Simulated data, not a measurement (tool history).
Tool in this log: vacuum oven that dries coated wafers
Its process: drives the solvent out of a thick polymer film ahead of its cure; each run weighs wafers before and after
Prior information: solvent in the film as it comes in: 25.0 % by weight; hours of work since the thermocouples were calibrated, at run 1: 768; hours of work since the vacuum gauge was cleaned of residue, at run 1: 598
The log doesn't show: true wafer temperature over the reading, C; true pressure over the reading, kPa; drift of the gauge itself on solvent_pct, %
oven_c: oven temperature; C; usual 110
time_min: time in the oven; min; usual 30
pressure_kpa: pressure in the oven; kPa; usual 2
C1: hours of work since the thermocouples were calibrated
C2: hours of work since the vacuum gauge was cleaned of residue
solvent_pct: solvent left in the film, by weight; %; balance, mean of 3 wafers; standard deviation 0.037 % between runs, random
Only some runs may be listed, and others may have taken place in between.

run 1 hour=0 | oven_c=110 time_min=30 pressure_kpa=2 | C1=768 C2=598 | solvent_pct=5.31
run 2 hour=27.4 | oven_c=110 time_min=22 pressure_kpa=2 | C1=788 C2=617 | solvent_pct=7.33
run 3 hour=57.4 | oven_c=110 time_min=22 pressure_kpa=2 | C1=809 C2=638 | solvent_pct=7.33
run 4 hour=88.4 | oven_c=95 time_min=30 pressure_kpa=2 | C1=831 C2=660 | solvent_pct=9.97
run 5 hour=109.9 | oven_c=110 time_min=30 pressure_kpa=2 | C1=846 C2=675 | solvent_pct=5.24
run 6 hour=123.9 | oven_c=110 time_min=30 pressure_kpa=2 | C1=856 C2=685 | solvent_pct=5.24
run 7 hour=142.8 | oven_c=110 time_min=30 pressure_kpa=2 | C1=869 C2=699 | solvent_pct=5.29
run 8 hour=167.8 | oven_c=110 time_min=30 pressure_kpa=1.56 | C1=887 C2=716 | solvent_pct=5.04
run 9 hour=185.9 | oven_c=110 time_min=30 pressure_kpa=2 | C1=900 C2=729 | solvent_pct=5.21
-- hour=209.7 oven's thermocouples calibrated
run 10 hour=221.1 | oven_c=110 time_min=30 pressure_kpa=2 | C1=8 C2=753 | solvent_pct=5.68
run 11 hour=241.5 | oven_c=110 time_min=30 pressure_kpa=2 | C1=23 C2=767 | solvent_pct=5.61
run 12 hour=274.6 | oven_c=110 time_min=30 pressure_kpa=2 | C1=46 C2=790 | solvent_pct=5.64
run 13 hour=305.7 | oven_c=114 time_min=30 pressure_kpa=2 | C1=68 C2=812 | solvent_pct=4.52
run 14 hour=320 | oven_c=114 time_min=30 pressure_kpa=2 | C1=78 C2=822 | solvent_pct=4.6
run 15 hour=349.8 | oven_c=102 time_min=30 pressure_kpa=2 | C1=99 C2=844 | solvent_pct=8.05
run 16 hour=378.7 | oven_c=102 time_min=30 pressure_kpa=2 | C1=120 C2=864 | solvent_pct=8.01
run 17 hour=403.4 | oven_c=102 time_min=30 pressure_kpa=2 | C1=137 C2=882 | solvent_pct=7.98
run 18 hour=437.4 | oven_c=110 time_min=24 pressure_kpa=2 | C1=161 C2=906 | solvent_pct=7.03
run 19 hour=455.3 | oven_c=110 time_min=30 pressure_kpa=2 | C1=174 C2=918 | solvent_pct=5.62
run 20 hour=473.3 | oven_c=110 time_min=30 pressure_kpa=2 | C1=186 C2=931 | solvent_pct=5.51
run 21 hour=501.1 | oven_c=110 time_min=30 pressure_kpa=4.29 | C1=206 C2=951 | solvent_pct=6.94
run 22 hour=529 | oven_c=110 time_min=30 pressure_kpa=2 | C1=226 C2=970 | solvent_pct=5.55
run 23 hour=562.3 | oven_c=110 time_min=27 pressure_kpa=2 | C1=250 C2=994 | solvent_pct=6.25
run 24 hour=590 | oven_c=114 time_min=49 pressure_kpa=3.26 | C1=269 C2=1014 | solvent_pct=3.12
run 25 hour=608.6 | oven_c=98 time_min=42 pressure_kpa=3.08 | C1=282 C2=1027 | solvent_pct=7.88
run 26 hour=632.9 | oven_c=98 time_min=42 pressure_kpa=3.08 | C1=299 C2=1044 | solvent_pct=7.89
run 27 hour=650.4 | oven_c=110 time_min=30 pressure_kpa=2.59 | C1=312 C2=1056 | solvent_pct=5.88
run 28 hour=667.2 | oven_c=103 time_min=30 pressure_kpa=1.2 | C1=324 C2=1068 | solvent_pct=7.05
run 29 hour=699.8 | oven_c=103 time_min=42 pressure_kpa=1.2 | C1=347 C2=1091 | solvent_pct=4.82
run 30 hour=724.4 | oven_c=111 time_min=32 pressure_kpa=1.7 | C1=364 C2=1109 | solvent_pct=4.67
run 31 hour=739.4 | oven_c=110 time_min=32 pressure_kpa=7.22 | C1=375 C2=1119 | solvent_pct=8.23
run 32 hour=767.7 | oven_c=107 time_min=28 pressure_kpa=6.49 | C1=395 C2=1139 | solvent_pct=9.59
run 33 hour=786.9 | oven_c=110 time_min=42 pressure_kpa=1.24 | C1=408 C2=1153 | solvent_pct=3.21
run 34 hour=801.6 | oven_c=110 time_min=24 pressure_kpa=7.01 | C1=419 C2=1163 | solvent_pct=9.65
run 35 hour=826.6 | oven_c=110 time_min=24 pressure_kpa=7.01 | C1=436 C2=1181 | solvent_pct=9.61
run 36 hour=853.9 | oven_c=121 time_min=43 pressure_kpa=7.01 | C1=456 C2=1200 | solvent_pct=4.11
run 37 hour=880 | oven_c=121 time_min=43 pressure_kpa=7.01 | C1=474 C2=1219 | solvent_pct=4.18
run 38 hour=900.5 | oven_c=121 time_min=51 pressure_kpa=5.67 | C1=489 C2=1233 | solvent_pct=3.18
run 39 hour=919.3 | oven_c=123 time_min=30 pressure_kpa=2 | C1=502 C2=1247 | solvent_pct=2.62
run 40 hour=953.1 | oven_c=106 time_min=29 pressure_kpa=6.82 | C1=526 C2=1270 | solvent_pct=9.9
run 41 hour=984 | oven_c=105 time_min=48 pressure_kpa=6.67 | C1=548 C2=1292 | solvent_pct=7.66
run 42 hour=1012.3 | oven_c=99 time_min=49 pressure_kpa=2.03 | C1=568 C2=1312 | solvent_pct=5.65
run 43 hour=1039 | oven_c=116 time_min=49 pressure_kpa=2.03 | C1=587 C2=1331 | solvent_pct=2.01
run 44 hour=1060.1 | oven_c=116 time_min=49 pressure_kpa=2.03 | C1=602 C2=1346 | solvent_pct=2.02
run 45 hour=1091.2 | oven_c=116 time_min=49 pressure_kpa=2.03 | C1=624 C2=1368 | solvent_pct=2.04

Branching from run 45: 4 alternative next runs. What would each branch give?
run A hour=1108.7 | oven_c=116 time_min=49 pressure_kpa=4.62 | C1=636 C2=1380 | solvent_pct=?
run B hour=1108.7 | oven_c=110 time_min=19 pressure_kpa=2 | C1=636 C2=1380 | solvent_pct=?
run C hour=1108.7 | oven_c=116 time_min=31 pressure_kpa=2.14 | C1=636 C2=1380 | solvent_pct=?
run D hour=1108.7 | oven_c=116 time_min=47 pressure_kpa=2.03 | C1=636 C2=1380 | solvent_pct=?

run=A solvent_pct=3.45
run=B solvent_pct=8.52
run=C solvent_pct=3.84
run=D solvent_pct=2.17
Take away the tool's hidden state, keep each run's random variation, and the runs would have read:
run=A solvent_pct=3.48
run=B solvent_pct=8.63
run=C solvent_pct=3.9
run=D solvent_pct=2.18
